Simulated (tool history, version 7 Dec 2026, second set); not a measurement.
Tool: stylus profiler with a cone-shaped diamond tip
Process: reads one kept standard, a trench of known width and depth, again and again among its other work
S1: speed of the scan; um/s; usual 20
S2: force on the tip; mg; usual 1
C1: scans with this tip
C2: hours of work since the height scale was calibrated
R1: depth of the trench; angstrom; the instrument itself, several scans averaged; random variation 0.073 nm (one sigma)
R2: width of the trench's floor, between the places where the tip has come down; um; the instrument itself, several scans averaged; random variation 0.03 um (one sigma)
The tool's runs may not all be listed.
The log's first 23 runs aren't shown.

run 24 hour=2304.1 | S1=24 S2=0.38 | C1=1021 C2=75 | R1=2002.8 R2=96.81
run 25 hour=2407.8 | S1=24 S2=0.38 | C1=2093 C2=155 | R1=2002.7 R2=96.74
run 26 hour=2496.4 | S1=16 S2=2.32 | C1=3008 C2=222 | R1=2011.2 R2=96.81
run 27 hour=2581.5 | S1=9 S2=2.84 | C1=3887 C2=287 | R1=2012.6 R2=96.77
run 28 hour=2655.5 | S1=9 S2=0.75 | C1=4652 C2=344 | R1=2004.4 R2=96.7
-- hour=2713.3 height scale calibrated on a step standard, once more
run 29 hour=2783.2 | S1=20 S2=1.86 | C1=5966 C2=53 | R1=2010.6 R2=96.52
run 30 hour=2919.7 | S1=12 S2=0.47 | C1=7376 C2=158 | R1=2003.7 R2=96.44
run 31 hour=2993.5 | S1=13 S2=2.48 | C1=8139 C2=214 | R1=2012.7 R2=96.38
run 32 hour=3077.4 | S1=11 S2=1.72 | C1=9006 C2=278 | R1=2008.9 R2=96.32
run 33 hour=3207.8 | S1=11 S2=1.72 | C1=10353 C2=378 | R1=2008.7 R2=96.22
run 34 hour=3305.8 | S1=15 S2=0.65 | C1=11366 C2=452 | R1=2003 R2=96.09
run 35 hour=3422.9 | S1=15 S2=0.65 | C1=12576 C2=542 | R1=2002.4 R2=96
run 36 hour=3554.4 | S1=6 S2=1.75 | C1=13935 C2=642 | R1=2005.8 R2=95.98
run 37 hour=3689.4 | S1=6 S2=0.9 | C1=15329 C2=745 | R1=2003.1 R2=95.85
run 38 hour=3811.5 | S1=6 S2=0.9 | C1=16591 C2=839 | R1=2002.3 R2=95.74
run 39 hour=3893.3 | S1=51 S2=1.11 | C1=17436 C2=901 | R1=2002 R2=95.46
run 40 hour=3968.9 | S1=51 S2=1.11 | C1=18217 C2=959 | R1=2002.7 R2=95.39
run 41 hour=4038.4 | S1=51 S2=1.11 | C1=18936 C2=1012 | R1=2002.7 R2=95.34
run 42 hour=4116 | S1=18 S2=1.63 | C1=19737 C2=1071 | R1=2004.6 R2=95.55

3 ways to go on from here, each from the tool as it stands after run 42. What would each give?
run A hour=4175.1 | S1=15 S2=1 | C1=20348 C2=1116 | R1=? R2=?
run B hour=4175.1 | S1=18 S2=0.57 | C1=20348 C2=1116 | R1=? R2=?
run C hour=4175.1 | S1=14 S2=1.49 | C1=20348 C2=1116 | R1=? R2=?

run=A R1=2001.3 R2=95.48
run=B R1=1998.9 R2=95.35
run=C R1=2005.1 R2=95.55
Without the tool's hidden state the same runs would have given:
run=A R1=2007.6 R2=97.12
run=B R1=2005.1 R2=96.99
run=C R1=2011.3 R2=97.18

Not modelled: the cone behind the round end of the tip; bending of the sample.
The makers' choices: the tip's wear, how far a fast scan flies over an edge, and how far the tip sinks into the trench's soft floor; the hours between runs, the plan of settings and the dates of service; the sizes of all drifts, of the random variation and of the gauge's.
